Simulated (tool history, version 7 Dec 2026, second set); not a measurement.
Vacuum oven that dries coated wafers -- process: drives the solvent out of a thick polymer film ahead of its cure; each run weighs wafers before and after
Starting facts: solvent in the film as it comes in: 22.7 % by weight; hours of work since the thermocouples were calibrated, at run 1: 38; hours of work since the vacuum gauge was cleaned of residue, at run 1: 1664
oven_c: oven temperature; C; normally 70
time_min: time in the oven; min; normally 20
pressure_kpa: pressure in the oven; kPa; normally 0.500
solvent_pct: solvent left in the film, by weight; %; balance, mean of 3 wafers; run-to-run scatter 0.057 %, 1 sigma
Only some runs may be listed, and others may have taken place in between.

run	hour	oven_c	time_min	pressure_kpa	hours of work since the thermocouples were calibrated	hours of work since the vacuum gauge was cleaned of residue	solvent_pct
1	0.0	70	20	0.500	38	1664	2.94
2	25.9	70	19	0.500	56	1681	3.09
3	52.3	70	19	0.500	74	1699	3.08
4	108.5	81	20	0.500	112	1738	0.56
5	166.0	81	20	0.500	151	1777	0.46
6	199.7	70	20	0.500	174	1800	2.81
7	244.4	70	20	0.500	205	1830	2.70
8	292.3	70	20	0.500	237	1862	2.74
9	338.2	70	20	0.500	268	1894	2.61
10	392.3	70	20	0.500	305	1930	2.83
11	420.5	70	20	0.500	324	1950	2.71
12	480.5	70	20	0.500	365	1990	2.64
13	532.0	70	20	0.500	400	2025	2.50
14	563.3	70	20	0.500	421	2047	2.56
15	598.4	70	11	0.500	445	2071	6.02
# hour 604.7: vacuum gauge cleaned of residue and calibrated
16	654.5	70	20	1.301	482	34	3.06
17	696.5	70	20	1.301	511	62	2.86
18	757.4	65	19	0.930	552	104	5.32
19	795.1	75	20	0.500	578	129	1.21
# hour 806.8: vacuum gauge cleaned of residue and calibrated, once more
20	833.3	75	20	0.500	603	18	0.98
21	868.5	75	20	0.500	627	42	1.00
22	913.4	57	13	0.352	657	72	10.93
23	963.1	70	12	0.800	691	106	5.30
24	997.8	64	21	0.356	715	130	4.43
# hour 1008.5: oven's thermocouples calibrated
25	1054.2	67	11	0.254	31	167	7.92
26	1115.7	57	31	0.639	73	209	6.67
27	1167.2	70	35	0.892	108	244	1.00
28	1211.5	70	17	1.994	138	274	4.35
29	1253.3	69	23	0.277	166	302	2.29
30	1287.2	69	23	0.277	189	325	2.40
31	1339.3	69	23	0.277	225	361	2.29
32	1387.6	62	18	1.962	258	393	7.88

What differs in the tool's unlogged condition from the final listed run ahead of each entry between runs to the first listed run following it?
From run 15 to run 16: vacuum gauge cleaned of residue and calibrated (hour 604.7)
  true wafer temperature over the reading, C: 0.94 -> 1.01; true pressure over the reading, kPa: 0.32 -> 0.498
  the result without the hidden state subtracted from the measured one, solvent_pct: -0.36 -> -0.17 %
From run 19 to run 20: vacuum gauge cleaned of residue and calibrated, once more (hour 806.8)
  true wafer temperature over the reading, C: 1.21 -> 1.27; true pressure over the reading, kPa: 0.514 -> 0.014
  the result without the hidden state subtracted from the measured one, solvent_pct: -0.07 -> -0.26 %
From run 24 to run 25: oven's thermocouples calibrated (hour 1008.5)
  true wafer temperature over the reading, C: 1.52 -> -0.12; true pressure over the reading, kPa: 0.031 -> 0.037
  the result without the hidden state subtracted from the measured one, solvent_pct: -0.72 -> +0.07 %
